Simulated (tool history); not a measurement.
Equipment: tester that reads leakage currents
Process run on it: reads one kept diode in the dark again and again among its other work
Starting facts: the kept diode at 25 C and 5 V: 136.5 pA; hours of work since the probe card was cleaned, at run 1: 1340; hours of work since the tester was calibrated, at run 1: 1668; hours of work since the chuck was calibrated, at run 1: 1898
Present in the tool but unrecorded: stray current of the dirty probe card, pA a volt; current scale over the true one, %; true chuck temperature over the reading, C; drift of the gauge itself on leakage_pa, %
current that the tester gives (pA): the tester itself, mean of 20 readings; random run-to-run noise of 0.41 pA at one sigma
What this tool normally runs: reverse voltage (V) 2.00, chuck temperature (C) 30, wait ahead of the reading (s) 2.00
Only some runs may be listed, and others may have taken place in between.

| run | hour | reverse voltage (V) | chuck temperature (C) | wait ahead of the reading (s) | hours of work since the probe card was cleaned | hours of work since the tester was calibrated | hours of work since the chuck was calibrated | current that the tester gives (pA) |
|---|---|---|---|---|---|---|---|---|
| 1 | 0.0 | 2.00 | 30 | 2.00 | 1340 | 1668 | 1898 | 120.02 |
| 2 | 153.3 | 2.00 | 30 | 2.00 | 1433 | 1761 | 1991 | 119.83 |
| 3 | 242.1 | 2.00 | 30 | 0.87 | 1487 | 1815 | 2046 | 120.21 |
| 4 | 319.4 | 2.00 | 30 | 0.87 | 1534 | 1862 | 2093 | 119.90 |
| 5 | 426.3 | 2.00 | 45 | 2.00 | 1599 | 1927 | 2158 | 409.90 |
| 6 | 579.2 | 2.00 | 45 | 2.00 | 1692 | 2020 | 2251 | 412.16 |
| 7 | 704.7 | 2.00 | 45 | 2.00 | 1769 | 2097 | 2327 | 406.87 |
|  | 789.1 | probe card cleaned and baked |
| 8 | 789.1 | 2.00 | 34 | 2.00 | 0 | 2146 | 2377 | 160.15 |
|  | 804.1 | chuck's temperature calibrated |
| 9 | 912.1 | 11.31 | 34 | 2.00 | 74 | 2220 | 66 | 466.06 |
| 10 | 998.9 | 11.31 | 34 | 2.00 | 126 | 2273 | 119 | 463.29 |
| 11 | 1119.0 | 2.00 | 30 | 2.00 | 199 | 2346 | 192 | 136.32 |
| 12 | 1200.0 | 2.00 | 30 | 1.08 | 249 | 2395 | 241 | 135.76 |
| 13 | 1275.6 | 2.00 | 30 | 1.08 | 295 | 2441 | 287 | 136.37 |
| 14 | 1379.3 | 7.84 | 27 | 2.00 | 358 | 2504 | 350 | 208.60 |
| 15 | 1488.7 | 3.35 | 55 | 1.25 | 424 | 2571 | 417 | 1319.12 |
| 16 | 1621.0 | 16.97 | 31 | 7.70 | 505 | 2651 | 497 | 433.95 |
| 17 | 1753.6 | 3.96 | 57 | 0.86 | 586 | 2732 | 578 | 1665.50 |
| 18 | 1871.8 | 3.96 | 57 | 0.86 | 658 | 2804 | 650 | 1654.06 |
| 19 | 1964.3 | 1.42 | 22 | 2.30 | 714 | 2860 | 706 | 54.53 |
| 20 | 2061.5 | 2.00 | 54 | 0.84 | 773 | 2919 | 765 | 932.78 |
| 21 | 2146.2 | 2.00 | 54 | 0.84 | 824 | 2971 | 817 | 927.96 |
| 22 | 2296.8 | 2.00 | 54 | 0.84 | 916 | 3062 | 908 | 926.61 |

Forecast run 23:
| 23 | 2439.8 | 4.81 | 30 | 2.00 | 1003 | 3149 | 995 | ? |

{"run 23": {"current that the tester gives (pA)": 205.35}}
Had the tool carried no hidden state, the very same run would have given current that the tester gives (pA) 209.71.

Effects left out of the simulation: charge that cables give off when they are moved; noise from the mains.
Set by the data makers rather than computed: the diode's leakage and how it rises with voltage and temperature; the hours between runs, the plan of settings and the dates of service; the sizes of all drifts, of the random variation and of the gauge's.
